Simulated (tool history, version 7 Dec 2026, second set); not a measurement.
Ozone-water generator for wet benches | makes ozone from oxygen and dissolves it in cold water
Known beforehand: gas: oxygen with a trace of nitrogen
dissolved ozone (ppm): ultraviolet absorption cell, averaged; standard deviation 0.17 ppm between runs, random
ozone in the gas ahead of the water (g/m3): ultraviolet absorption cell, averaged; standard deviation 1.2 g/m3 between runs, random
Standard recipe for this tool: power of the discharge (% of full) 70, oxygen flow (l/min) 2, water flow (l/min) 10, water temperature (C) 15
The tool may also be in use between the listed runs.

run	hour	power of the discharge (% of full)	oxygen flow (l/min)	water flow (l/min)	water temperature (C)	dissolved ozone (ppm)	ozone in the gas ahead of the water (g/m3)
1	0	70	2	10	15	23	212.8
2	155.7	70	2	10	15	23.3	213.2
3	274.8	55	2	10	15	18.3	170.6
4	489.2	70	2	10	15	22.5	211.9
5	593.2	70	2	9	15	25	211.5
6	739.9	70	2	9	15	24.7	212.5
7	882.2	45	2	10	15	15.1	141.7
8	998.3	45	2	10	15	15.2	141.7
9	1150.6	45	2	10	15	15.1	141.3
10	1281.2	95	2	10	15	29.7	276.9
11	1427.5	95	2	10	15	29.2	278.2
12	1625.5	95	2	10	15	29	272.1
13	1751.3	95	2	10	15	28.9	271.5
14	1869	70	2	10	15	21.9	207.8
# hour 1923.1: water thermometer calibrated
15	2022.3	70	2	10	15	22.1	207.6
16	2152.8	70	2	10	15	22.1	205.8
17	2339.1	70	2	10	15	21.8	207.3
18	2505.7	47	2.63	6	15	24	133.3
19	2696	65	2.63	6	22	28.2	176.2
20	2808.8	70	1.79	6	12	32.9	211.7
21	2987.3	52	2	10	15	16.7	157.7
22	3135	55	2	6	17	25.2	163.5
23	3246.1	55	1.8	11	11	15.9	167.8
# hour 3296.6: contactor cleaned
24	3411.8	51	2.22	13	14	13.8	148.7
25	3582.7	51	2.22	13	14	13.8	147.9
26	3687.2	90	1.14	10	21	20.6	295.5
27	3796.9	70	2.17	12	10	20.2	196.9
28	3955.5	70	1.02	10	17	16.5	247.1
29	4070.8	80	1.3	8	10	26.3	257.9
30	4215.6	70	2	12	22	16.8	198.3
31	4347.1	70	2	6	15	31.8	198.7
32	4552	70	2	6	15	31.5	197.4

4 options for the next run, each taken on its own from the tool as it stands now. Forecast them:
A	4698.9	70	1.87	10	9	?	?
B	4698.9	70	2.42	6	15	?	?
C	4698.9	60	1.17	7	15	?	?
D	4698.9	77	1.27	6	15	?	?

run	dissolved ozone (ppm)	ozone in the gas ahead of the water (g/m3)
A	22.7	202
B	32.3	185.9
C	21.2	203.2
D	30.1	246.5
With the hidden condition removed and each run's random variation left untouched, the same runs would have given:
run	dissolved ozone (ppm)	ozone in the gas ahead of the water (g/m3)
A	25.1	221
B	35.8	203.3
C	23.2	219.7
D	33.5	271.8

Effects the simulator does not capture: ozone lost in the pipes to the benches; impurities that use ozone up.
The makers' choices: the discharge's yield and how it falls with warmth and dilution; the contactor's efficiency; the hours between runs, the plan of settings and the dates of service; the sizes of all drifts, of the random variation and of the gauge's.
